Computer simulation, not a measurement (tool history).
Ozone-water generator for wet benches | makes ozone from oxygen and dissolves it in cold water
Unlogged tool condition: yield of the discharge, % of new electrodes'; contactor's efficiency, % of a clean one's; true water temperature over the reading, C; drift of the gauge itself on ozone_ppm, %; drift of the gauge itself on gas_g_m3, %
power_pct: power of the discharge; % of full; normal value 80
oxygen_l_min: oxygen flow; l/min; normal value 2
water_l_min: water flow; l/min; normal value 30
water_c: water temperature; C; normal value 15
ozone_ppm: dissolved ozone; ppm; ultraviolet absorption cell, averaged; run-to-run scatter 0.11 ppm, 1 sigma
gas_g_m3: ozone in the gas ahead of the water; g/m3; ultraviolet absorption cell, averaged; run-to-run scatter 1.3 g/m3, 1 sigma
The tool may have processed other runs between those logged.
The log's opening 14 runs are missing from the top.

| run | hour | power_pct | oxygen_l_min | water_l_min | water_c | hours of work since the electrodes were changed | hours of work since the contactor was cleaned | hours of work since the thermometer was calibrated | ozone_ppm | gas_g_m3 |
|---|---|---|---|---|---|---|---|---|---|---|
| 15 | 557.1 | 80 | 2 | 30 | 15 | 1275 | 1104 | 227 | 8 | 227.7 |
|  | 590.6 | water thermometer calibrated, once more |
| 16 | 600.1 | 68 | 2 | 27 | 10 | 1308 | 1138 | 7 | 8.5 | 207.5 |
| 17 | 660.2 | 64 | 2 | 30 | 10 | 1355 | 1185 | 55 | 7.2 | 199.6 |
| 18 | 686.6 | 64 | 1.06 | 30 | 10 | 1376 | 1206 | 76 | 6.4 | 311.7 |
| 19 | 741.5 | 64 | 1.06 | 30 | 10 | 1419 | 1249 | 119 | 6.4 | 310.6 |
| 20 | 779.7 | 64 | 1.06 | 30 | 10 | 1450 | 1280 | 149 | 6.6 | 310.8 |
| 21 | 813.5 | 80 | 1.04 | 30 | 15 | 1476 | 1306 | 176 | 7.2 | 353.2 |
| 22 | 867.6 | 80 | 1.88 | 30 | 15 | 1519 | 1349 | 218 | 7.9 | 235.8 |
| 23 | 920.1 | 51 | 3.15 | 30 | 15 | 1560 | 1390 | 260 | 6.6 | 127.7 |
| 24 | 973.8 | 52 | 2 | 30 | 11 | 1603 | 1432 | 302 | 6.6 | 176.9 |
| 25 | 1033.8 | 57 | 1.48 | 30 | 7 | 1650 | 1480 | 349 | 6.5 | 232 |
| 26 | 1079.4 | 95 | 1.63 | 30 | 10 | 1686 | 1516 | 385 | 8.5 | 276.2 |
| 27 | 1104.1 | 87 | 2 | 44 | 15 | 1705 | 1535 | 405 | 5.3 | 230.8 |
| 28 | 1140.9 | 87 | 2 | 44 | 15 | 1734 | 1564 | 434 | 5.3 | 229.4 |
| 29 | 1176.4 | 80 | 1.7 | 30 | 13 | 1762 | 1592 | 462 | 7.7 | 245.1 |
| 30 | 1229.1 | 80 | 2 | 21 | 14 | 1804 | 1634 | 503 | 11.3 | 219 |

Forecast each of these 4 alternatives for the next run:
| A | 1287.8 | 80 | 1.14 | 39 | 14 | 1850 | 1680 | 550 | ? | ? |
| B | 1287.8 | 80 | 2 | 30 | 12 | 1850 | 1680 | 550 | ? | ? |
| C | 1287.8 | 47 | 2 | 41 | 17 | 1850 | 1680 | 550 | ? | ? |
| D | 1287.8 | 80 | 3.23 | 45 | 15 | 1850 | 1680 | 550 | ? | ? |

| run | ozone_ppm | gas_g_m3 |
|---|---|---|
| A | 5.2 | 324.8 |
| B | 7.8 | 216.2 |
| C | 4.2 | 168.5 |
| D | 5.4 | 156.9 |
With no hidden state in the tool, these same runs would have given:
| run | ozone_ppm | gas_g_m3 |
|---|---|---|
| A | 6.1 | 361.8 |
| B | 9.1 | 240.9 |
| C | 4.8 | 182.4 |
| D | 6.3 | 174.7 |
